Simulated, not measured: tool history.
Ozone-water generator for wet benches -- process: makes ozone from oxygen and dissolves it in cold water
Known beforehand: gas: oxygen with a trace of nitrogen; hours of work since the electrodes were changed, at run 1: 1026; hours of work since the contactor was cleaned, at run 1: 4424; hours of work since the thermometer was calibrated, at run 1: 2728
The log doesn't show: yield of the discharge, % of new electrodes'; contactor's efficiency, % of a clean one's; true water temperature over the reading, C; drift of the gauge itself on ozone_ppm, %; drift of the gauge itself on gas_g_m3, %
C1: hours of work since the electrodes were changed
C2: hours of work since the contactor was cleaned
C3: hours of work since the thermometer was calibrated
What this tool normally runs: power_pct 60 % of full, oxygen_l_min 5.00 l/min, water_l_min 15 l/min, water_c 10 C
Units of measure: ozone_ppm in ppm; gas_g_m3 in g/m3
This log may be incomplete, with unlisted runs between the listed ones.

run 1 hour=0.0 | power_pct=60 oxygen_l_min=5.00 water_l_min=15 water_c=10 | C1=1026 C2=4424 C3=2728 | ozone_ppm=23.9 gas_g_m3=181.7
run 2 hour=57.3 | power_pct=60 oxygen_l_min=5.00 water_l_min=15 water_c=10 | C1=1082 C2=4480 C3=2784 | ozone_ppm=24.2 gas_g_m3=181.0
run 3 hour=121.7 | power_pct=60 oxygen_l_min=5.00 water_l_min=15 water_c=10 | C1=1144 C2=4542 C3=2846 | ozone_ppm=24.0 gas_g_m3=181.5
run 4 hour=176.0 | power_pct=60 oxygen_l_min=5.00 water_l_min=15 water_c=14 | C1=1197 C2=4595 C3=2899 | ozone_ppm=22.6 gas_g_m3=182.0
run 5 hour=219.5 | power_pct=60 oxygen_l_min=5.00 water_l_min=15 water_c=14 | C1=1239 C2=4637 C3=2941 | ozone_ppm=22.6 gas_g_m3=180.0
run 6 hour=256.5 | power_pct=60 oxygen_l_min=5.00 water_l_min=15 water_c=14 | C1=1275 C2=4673 C3=2977 | ozone_ppm=22.8 gas_g_m3=179.3
run 7 hour=307.7 | power_pct=60 oxygen_l_min=5.00 water_l_min=15 water_c=14 | C1=1325 C2=4723 C3=3027 | ozone_ppm=22.6 gas_g_m3=180.7
run 8 hour=364.2 | power_pct=60 oxygen_l_min=5.00 water_l_min=15 water_c=14 | C1=1379 C2=4778 C3=3082 | ozone_ppm=22.6 gas_g_m3=179.1
run 9 hour=414.1 | power_pct=60 oxygen_l_min=5.00 water_l_min=15 water_c=14 | C1=1428 C2=4826 C3=3130 | ozone_ppm=22.6 gas_g_m3=179.1
run 10 hour=451.8 | power_pct=60 oxygen_l_min=5.00 water_l_min=15 water_c=10 | C1=1464 C2=4862 C3=3167 | ozone_ppm=24.2 gas_g_m3=178.4
run 11 hour=513.8 | power_pct=60 oxygen_l_min=5.00 water_l_min=15 water_c=10 | C1=1525 C2=4923 C3=3227 | ozone_ppm=24.1 gas_g_m3=178.5
run 12 hour=580.9 | power_pct=60 oxygen_l_min=5.00 water_l_min=15 water_c=10 | C1=1590 C2=4988 C3=3292 | ozone_ppm=24.2 gas_g_m3=178.7
-- hour=608.5 gauge calibrated
run 13 hour=612.0 | power_pct=60 oxygen_l_min=5.00 water_l_min=15 water_c=17 | C1=1620 C2=5018 C3=3322 | ozone_ppm=21.6 gas_g_m3=183.3
run 14 hour=658.1 | power_pct=60 oxygen_l_min=5.00 water_l_min=15 water_c=17 | C1=1665 C2=5063 C3=3367 | ozone_ppm=21.5 gas_g_m3=183.8
run 15 hour=721.3 | power_pct=60 oxygen_l_min=5.00 water_l_min=15 water_c=17 | C1=1726 C2=5124 C3=3428 | ozone_ppm=21.7 gas_g_m3=183.0
run 16 hour=771.3 | power_pct=60 oxygen_l_min=5.00 water_l_min=15 water_c=17 | C1=1774 C2=5173 C3=3477 | ozone_ppm=21.4 gas_g_m3=179.9
run 17 hour=819.2 | power_pct=60 oxygen_l_min=5.00 water_l_min=15 water_c=17 | C1=1821 C2=5219 C3=3523 | ozone_ppm=21.6 gas_g_m3=181.5
run 18 hour=882.1 | power_pct=73 oxygen_l_min=5.00 water_l_min=15 water_c=15 | C1=1882 C2=5280 C3=3584 | ozone_ppm=25.6 gas_g_m3=207.3
run 19 hour=947.6 | power_pct=60 oxygen_l_min=2.74 water_l_min=13 water_c=5 | C1=1946 C2=5344 C3=3648 | ozone_ppm=28.9 gas_g_m3=264.7
run 20 hour=1007.1 | power_pct=60 oxygen_l_min=2.74 water_l_min=13 water_c=5 | C1=2003 C2=5401 C3=3705 | ozone_ppm=29.7 gas_g_m3=262.9
run 21 hour=1051.7 | power_pct=72 oxygen_l_min=2.74 water_l_min=13 water_c=13 | C1=2047 C2=5445 C3=3749 | ozone_ppm=30.5 gas_g_m3=301.6
run 22 hour=1087.8 | power_pct=47 oxygen_l_min=5.00 water_l_min=15 water_c=10 | C1=2081 C2=5480 C3=3784 | ozone_ppm=20.2 gas_g_m3=150.5
run 23 hour=1144.4 | power_pct=42 oxygen_l_min=3.84 water_l_min=12 water_c=8 | C1=2136 C2=5534 C3=3838 | ozone_ppm=23.7 gas_g_m3=163.7
-- hour=1186.2 water thermometer calibrated
run 24 hour=1186.2 | power_pct=56 oxygen_l_min=2.76 water_l_min=12 water_c=7 | C1=2177 C2=5575 C3=0 | ozone_ppm=28.9 gas_g_m3=250.7
run 25 hour=1252.7 | power_pct=60 oxygen_l_min=5.54 water_l_min=11 water_c=18 | C1=2241 C2=5639 C3=65 | ozone_ppm=25.5 gas_g_m3=165.5
run 26 hour=1292.3 | power_pct=60 oxygen_l_min=5.54 water_l_min=11 water_c=18 | C1=2279 C2=5677 C3=103 | ozone_ppm=25.1 gas_g_m3=166.9
run 27 hour=1346.6 | power_pct=60 oxygen_l_min=5.80 water_l_min=11 water_c=16 | C1=2332 C2=5730 C3=156 | ozone_ppm=26.1 gas_g_m3=160.5
run 28 hour=1404.1 | power_pct=42 oxygen_l_min=4.30 water_l_min=15 water_c=14 | C1=2388 C2=5786 C3=211 | ozone_ppm=18.0 gas_g_m3=151.2
run 29 hour=1433.9 | power_pct=42 oxygen_l_min=8.39 water_l_min=15 water_c=14 | C1=2417 C2=5815 C3=240 | ozone_ppm=16.0 gas_g_m3=98.5
run 30 hour=1464.3 | power_pct=60 oxygen_l_min=3.26 water_l_min=15 water_c=17 | C1=2446 C2=5844 C3=270 | ozone_ppm=22.5 gas_g_m3=229.1
run 31 hour=1505.7 | power_pct=60 oxygen_l_min=3.26 water_l_min=15 water_c=17 | C1=2486 C2=5885 C3=310 | ozone_ppm=22.9 gas_g_m3=231.7
run 32 hour=1557.4 | power_pct=74 oxygen_l_min=5.00 water_l_min=22 water_c=5 | C1=2537 C2=5935 C3=360 | ozone_ppm=21.7 gas_g_m3=202.6

Predict each of these 3 candidate next runs independently; none follows another, all start after run 32:
run A hour=1608.4 | power_pct=49 oxygen_l_min=4.16 water_l_min=12 water_c=5 | C1=2586 C2=5984 C3=410 | ozone_ppm=? gas_g_m3=?
run B hour=1608.4 | power_pct=60 oxygen_l_min=6.94 water_l_min=15 water_c=10 | C1=2586 C2=5984 C3=410 | ozone_ppm=? gas_g_m3=?
run C hour=1608.4 | power_pct=60 oxygen_l_min=5.48 water_l_min=18 water_c=5 | C1=2586 C2=5984 C3=410 | ozone_ppm=? gas_g_m3=?

run=A ozone_ppm=26.9 gas_g_m3=170.9
run=B ozone_ppm=23.0 gas_g_m3=140.9
run=C ozone_ppm=22.2 gas_g_m3=164.2
With no hidden state in the tool, these same runs would have given:
run=A ozone_ppm=26.9 gas_g_m3=179.6
run=B ozone_ppm=23.0 gas_g_m3=148.1
run=C ozone_ppm=22.2 gas_g_m3=172.7

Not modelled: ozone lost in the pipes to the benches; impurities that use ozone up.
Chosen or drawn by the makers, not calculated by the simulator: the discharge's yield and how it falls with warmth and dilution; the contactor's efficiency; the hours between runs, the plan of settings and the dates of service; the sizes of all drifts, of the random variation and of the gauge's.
